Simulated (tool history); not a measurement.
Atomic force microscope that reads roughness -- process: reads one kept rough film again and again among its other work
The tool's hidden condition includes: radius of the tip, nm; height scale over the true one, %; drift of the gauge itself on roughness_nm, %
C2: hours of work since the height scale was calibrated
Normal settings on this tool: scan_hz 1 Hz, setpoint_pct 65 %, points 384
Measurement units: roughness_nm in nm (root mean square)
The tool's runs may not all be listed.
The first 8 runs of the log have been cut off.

At hour 266.8: new tip fitted.
Run 9, hour 273.2: usual settings; pictures with this tip 14; C2 1437. Result: roughness_nm 2.249 nm (root mean square).
At hour 303.6: new tip fitted.
Run 10, hour 313.2: usual settings; pictures with this tip 21; C2 1466. Result: roughness_nm 2.25 nm (root mean square).
At hour 341.3: new tip fitted.
Run 11, hour 354.4: usual settings; pictures with this tip 28; C2 1497. Result: roughness_nm 2.26 nm (root mean square).
At hour 378: new tip fitted.
Run 12, hour 390.3: usual settings; pictures with this tip 26; C2 1523. Result: roughness_nm 2.241 nm (root mean square).
At hour 415.4: new tip fitted.
Run 13, hour 419.1: usual settings; pictures with this tip 8; C2 1544. Result: roughness_nm 2.254 nm (root mean square).
At hour 452.1: new tip fitted.
Run 14, hour 464.6: usual settings; pictures with this tip 27; C2 1577. Result: roughness_nm 2.25 nm (root mean square).
At hour 487.2: new tip fitted.
Run 15, hour 488.1: usual settings but points 401; pictures with this tip 2; C2 1595. Result: roughness_nm 2.252 nm (root mean square).
At hour 522.4: new tip fitted.
Run 16, hour 523.9: usual settings but setpoint_pct 89 %; pictures with this tip 3; C2 1621. Result: roughness_nm 2.031 nm (root mean square).

What does the tool deliver on the next run?
Run 17, hour 544.5: usual settings but setpoint_pct 89 %; pictures with this tip 47; C2 1636. Result: roughness_nm ?.

{"run 17": {"roughness_nm": 2.038}}
Without the tool's hidden state the same run would have given roughness_nm 2.041 nm (root mean square).
